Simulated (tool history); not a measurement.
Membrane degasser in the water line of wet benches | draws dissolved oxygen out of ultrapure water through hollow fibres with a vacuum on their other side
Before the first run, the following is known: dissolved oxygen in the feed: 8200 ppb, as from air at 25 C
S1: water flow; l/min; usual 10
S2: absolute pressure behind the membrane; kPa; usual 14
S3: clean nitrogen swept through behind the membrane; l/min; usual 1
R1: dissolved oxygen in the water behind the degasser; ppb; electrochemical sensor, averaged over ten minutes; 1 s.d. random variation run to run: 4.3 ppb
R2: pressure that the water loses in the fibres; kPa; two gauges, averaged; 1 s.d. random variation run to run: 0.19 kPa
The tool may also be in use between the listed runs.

Run 1, hour 0: usual settings. Result: R1 459.6 ppb, R2 42.33 kPa.
Run 2, hour 86.9: usual settings. Result: R1 460.9 ppb, R2 42.17 kPa.
Run 3, hour 143.6: usual settings. Result: R1 463.3 ppb, R2 41.91 kPa.
Run 4, hour 208.2: usual settings but S2 9.4 kPa. Result: R1 363.6 ppb, R2 42.1 kPa.
Run 5, hour 293.4: usual settings but S2 9.4 kPa. Result: R1 364.7 ppb, R2 42.03 kPa.
Run 6, hour 356.3: usual settings but S2 9.4 kPa. Result: R1 360.5 ppb, R2 41.97 kPa.
Run 7, hour 396.7: usual settings. Result: R1 467.1 ppb, R2 42.04 kPa.
Run 8, hour 461.4: usual settings. Result: R1 465 ppb, R2 42.56 kPa.
Run 9, hour 521.2: usual settings but S2 11.1 kPa. Result: R1 398.7 ppb, R2 42.31 kPa.
Run 10, hour 594.8: usual settings but S2 11.1 kPa. Result: R1 412.1 ppb, R2 42 kPa.
Run 11, hour 651.4: usual settings but S1 13 l/min. Result: R1 690.8 ppb, R2 55.43 kPa.
Run 12, hour 695.8: usual settings but S1 13 l/min. Result: R1 706.5 ppb, R2 55.05 kPa.
Run 13, hour 782.7: usual settings but S1 13 l/min. Result: R1 692.9 ppb, R2 55.15 kPa.
Run 14, hour 829.5: usual settings but S1 13 l/min. Result: R1 699.9 ppb, R2 54.9 kPa.
Run 15, hour 890.3: usual settings but S1 11 l/min, S2 15.8 kPa. Result: R1 584.4 ppb, R2 46.75 kPa.
Run 16, hour 925.3: usual settings but S1 13 l/min, S2 20.4 kPa. Result: R1 880.1 ppb, R2 55.12 kPa.
Run 17, hour 969: usual settings but S1 13 l/min, S2 30.3 kPa, S3 0.97 l/min. Result: R1 1139.2 ppb, R2 54.95 kPa.
At hour 974.6: vacuum gauge calibrated.
Run 18, hour 1009.7: usual settings but S1 9 l/min, S2 31.1 kPa, S3 0.87 l/min. Result: R1 805.8 ppb, R2 38.19 kPa.
Run 19, hour 1061: usual settings but S2 24.6 kPa, S3 1.42 l/min. Result: R1 578.1 ppb, R2 42.53 kPa.
Run 20, hour 1146: usual settings but S2 9.8 kPa, S3 1.42 l/min. Result: R1 341.7 ppb, R2 42.23 kPa.
Run 21, hour 1194.2: usual settings but S1 6 l/min, S2 12.1 kPa. Result: R1 190.3 ppb, R2 25.55 kPa.
At hour 1202.1: vacuum gauge calibrated, once more.
Run 22, hour 1237.8: usual settings but S1 8 l/min, S2 11.8 kPa, S3 1.12 l/min. Result: R1 276.8 ppb, R2 34.08 kPa.
Run 23, hour 1286.8: usual settings but S1 8 l/min, S2 11.8 kPa, S3 1.12 l/min. Result: R1 275.7 ppb, R2 34.07 kPa.
Run 24, hour 1325.5: usual settings but S2 15.6 kPa, S3 2.4 l/min. Result: R1 351.3 ppb, R2 42.56 kPa.
Run 25, hour 1412.3: usual settings but S1 14 l/min, S2 10 kPa, S3 0.6 l/min. Result: R1 778.1 ppb, R2 59.81 kPa.
Run 26, hour 1479.8: usual settings but S1 12 l/min, S2 9.6 kPa. Result: R1 512.7 ppb, R2 50.99 kPa.
Run 27, hour 1544.7: usual settings but S1 13 l/min, S2 10.6 kPa. Result: R1 602.1 ppb, R2 55.6 kPa.

Each row is a separate what-if for the run after 27, all from the same tool condition, not one after another. Results?
Run A, hour 1622.2: usual settings but S1 13 l/min, S2 21.1 kPa. Result: R1 ?, R2 ?.
Run B, hour 1622.2: usual settings but S2 10.6 kPa. Result: R1 ?, R2 ?.
Run C, hour 1622.2: usual settings but S1 14 l/min, S2 10.6 kPa, S3 0.42 l/min. Result: R1 ?, R2 ?.

run     R1     R2
  A    888  55.43
  B  398.2  42.73
  C  918.5  60.26
What these runs would have given with no unlogged condition in the tool:
run     R1     R2
  A  829.7  53.31
  B  360.3  41.11
  C    865  57.96

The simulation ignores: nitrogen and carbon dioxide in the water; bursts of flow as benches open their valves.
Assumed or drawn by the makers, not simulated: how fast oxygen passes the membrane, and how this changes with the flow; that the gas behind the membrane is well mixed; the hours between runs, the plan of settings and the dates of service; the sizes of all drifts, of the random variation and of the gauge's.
